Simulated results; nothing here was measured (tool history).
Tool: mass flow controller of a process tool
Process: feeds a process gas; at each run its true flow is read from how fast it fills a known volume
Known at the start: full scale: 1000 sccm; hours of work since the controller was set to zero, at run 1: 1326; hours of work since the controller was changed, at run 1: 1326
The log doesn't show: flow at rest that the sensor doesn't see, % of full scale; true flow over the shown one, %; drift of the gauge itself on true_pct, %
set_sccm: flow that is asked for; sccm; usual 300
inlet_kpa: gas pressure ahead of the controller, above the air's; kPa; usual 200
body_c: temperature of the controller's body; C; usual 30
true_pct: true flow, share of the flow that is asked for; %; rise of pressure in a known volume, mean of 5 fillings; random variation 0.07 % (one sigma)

run,hour,set_sccm,inlet_kpa,body_c,hours of work since the controller was set to zero,hours of work since the controller was changed,true_pct
1,0.0,300,200,30,1326,1326,98.46
2,78.4,300,200,30,1358,1358,98.40
3,135.1,300,200,30,1381,1381,98.68
4,203.4,300,200,30,1409,1409,98.81
5,261.6,300,200,30,1433,1433,98.84
6,302.1,300,200,30,1449,1449,99.02
7,347.5,300,200,30,1468,1468,98.99
8,398.3,300,200,30,1489,1489,99.23
9,452.0,300,200,30,1511,1511,99.24
10,523.8,300,200,30,1540,1540,99.47
11,569.6,300,200,30,1558,1558,99.39
12,636.5,300,200,30,1586,1586,99.67
13,709.7,300,200,30,1615,1615,99.69
14,744.0,300,200,30,1629,1629,99.66
15,820.4,300,200,30,1661,1661,100.00
16,902.2,300,200,30,1694,1694,100.26
17,980.7,164,200,30,1726,1726,99.90
18,1034.1,164,200,30,1748,1748,100.07
19,1111.2,300,200,24,1779,1779,100.16
20,1147.1,300,200,24,1794,1794,100.43
# hour 1194.8: gauge calibrated
21,1218.2,300,200,24,1823,1823,97.99
22,1261.4,132,200,24,1840,1840,97.73
23,1299.9,132,198,24,1856,1856,97.83
24,1371.0,132,198,24,1885,1885,98.09
25,1406.8,132,198,24,1899,1899,97.98
26,1478.8,328,260,21,1929,1929,98.87
27,1545.9,213,194,36,1956,1956,99.23
28,1585.5,300,277,21,1972,1972,98.88
29,1639.1,157,163,21,1994,1994,98.35
30,1695.6,300,256,38,2017,2017,99.79
31,1736.6,300,256,38,2034,2034,99.95
32,1821.0,234,256,23,2068,2068,99.23
33,1878.8,275,168,33,2092,2092,99.65
34,1962.6,108,211,20,2126,2126,99.02
35,2040.1,108,211,20,2157,2157,99.06
36,2094.8,333,202,29,2180,2180,100.18
37,2133.4,333,202,29,2195,2195,100.26
38,2205.7,147,178,30,2225,2225,99.89
39,2247.2,147,178,30,2242,2242,100.05
40,2311.9,315,235,30,2268,2268,100.63
41,2356.0,315,235,30,2286,2286,100.89
42,2410.0,300,242,24,2308,2308,100.61
43,2462.3,603,200,30,2329,2329,101.82
44,2522.5,162,177,39,2354,2354,101.06
45,2557.0,162,177,34,2368,2368,100.80
46,2601.3,162,177,34,2386,2386,100.98
47,2685.1,134,254,26,2420,2420,100.89
48,2739.6,300,200,22,2442,2442,101.11

Hidden state or all else? Some run-to-run changes of true_pct, split into what the settings, what came in and random variation would give without the hidden state, and what is left for the hidden state (with any gauge scatter that isn't in both results):
Run 1 -> 2: no setting changed, nothing entered. true_pct -0.06 %: hidden state +0.16, all else -0.22.
Run 9 -> 10: no setting changed, nothing entered. true_pct +0.23 %: hidden state +0.16, all else +0.07.
Run 20 -> 21: gauge calibrated. true_pct -2.44 %: hidden state -2.29, all else -0.15.
Run 29 -> 30: set_sccm 157 -> 300, inlet_kpa 163 -> 256, body_c 21 -> 38. true_pct +1.44 %: hidden state +0.14, all else +1.30.
Run 42 -> 43: set_sccm 300 -> 603, inlet_kpa 242 -> 200, body_c 24 -> 30. true_pct +1.21 %: hidden state +0.14, all else +1.07.
